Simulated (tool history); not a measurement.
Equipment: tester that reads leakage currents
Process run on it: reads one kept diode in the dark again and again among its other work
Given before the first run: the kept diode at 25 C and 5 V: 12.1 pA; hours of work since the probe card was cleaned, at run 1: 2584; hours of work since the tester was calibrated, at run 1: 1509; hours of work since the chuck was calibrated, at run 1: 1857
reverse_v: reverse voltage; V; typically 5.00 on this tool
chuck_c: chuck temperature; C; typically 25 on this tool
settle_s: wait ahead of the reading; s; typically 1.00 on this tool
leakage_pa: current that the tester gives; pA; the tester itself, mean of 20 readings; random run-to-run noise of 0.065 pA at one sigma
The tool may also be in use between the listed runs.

| run | hour | reverse_v | chuck_c | settle_s | hours of work since the probe card was cleaned | hours of work since the tester was calibrated | hours of work since the chuck was calibrated | leakage_pa |
|---|---|---|---|---|---|---|---|---|
| 1 | 0.0 | 5.00 | 25 | 1.00 | 2584 | 1509 | 1857 | 14.00 |
| 2 | 146.0 | 5.00 | 25 | 1.00 | 2657 | 1582 | 1930 | 14.01 |
| 3 | 356.4 | 5.00 | 25 | 1.00 | 2762 | 1687 | 2035 | 13.99 |
| 4 | 518.7 | 5.00 | 25 | 1.00 | 2843 | 1768 | 2116 | 13.99 |
|  | 561.9 | chuck's temperature calibrated |
| 5 | 752.4 | 5.00 | 25 | 1.00 | 2959 | 1884 | 95 | 13.95 |
| 6 | 1003.7 | 5.00 | 25 | 1.00 | 3085 | 2010 | 221 | 14.06 |
| 7 | 1164.1 | 5.00 | 25 | 1.00 | 3165 | 2090 | 301 | 13.87 |
| 8 | 1362.9 | 5.00 | 29 | 1.00 | 3265 | 2190 | 401 | 19.25 |
| 9 | 1621.8 | 5.00 | 29 | 1.00 | 3394 | 2319 | 530 | 19.24 |
| 10 | 1821.3 | 5.00 | 27 | 1.00 | 3494 | 2419 | 630 | 16.36 |
| 11 | 2018.9 | 2.24 | 50 | 1.46 | 3593 | 2518 | 729 | 66.32 |
|  | 2102.6 | probe card cleaned and baked |
| 12 | 2221.7 | 2.52 | 45 | 4.64 | 60 | 2618 | 829 | 47.59 |
| 13 | 2472.0 | 5.00 | 35 | 2.49 | 185 | 2743 | 954 | 29.98 |
| 14 | 2701.7 | 5.00 | 27 | 8.67 | 300 | 2858 | 1069 | 14.93 |
| 15 | 2917.6 | 8.81 | 36 | 0.66 | 408 | 2966 | 1177 | 46.28 |
| 16 | 3133.8 | 1.50 | 44 | 0.70 | 516 | 3074 | 1285 | 34.49 |
| 17 | 3244.0 | 1.50 | 44 | 0.70 | 571 | 3129 | 1340 | 34.57 |
| 18 | 3453.7 | 1.50 | 44 | 0.70 | 676 | 3234 | 1445 | 34.50 |
| 19 | 3626.1 | 1.05 | 51 | 0.48 | 762 | 3320 | 1531 | 50.07 |

Predict each of these 3 candidate next runs independently; none follows another, all start after run 19:
| A | 3782.3 | 6.44 | 51 | 3.21 | 840 | 3398 | 1609 | ? |
| B | 3782.3 | 1.05 | 23 | 0.48 | 840 | 3398 | 1609 | ? |
| C | 3782.3 | 5.00 | 50 | 1.00 | 840 | 3398 | 1609 | ? |

| run | leakage_pa |
|---|---|
| A | 119.93 |
| B | 5.53 |
| C | 99.69 |
Take away the tool's hidden state, keep each run's random variation, and the runs would have read:
| run | leakage_pa |
|---|---|
| A | 119.94 |
| B | 5.53 |
| C | 99.70 |
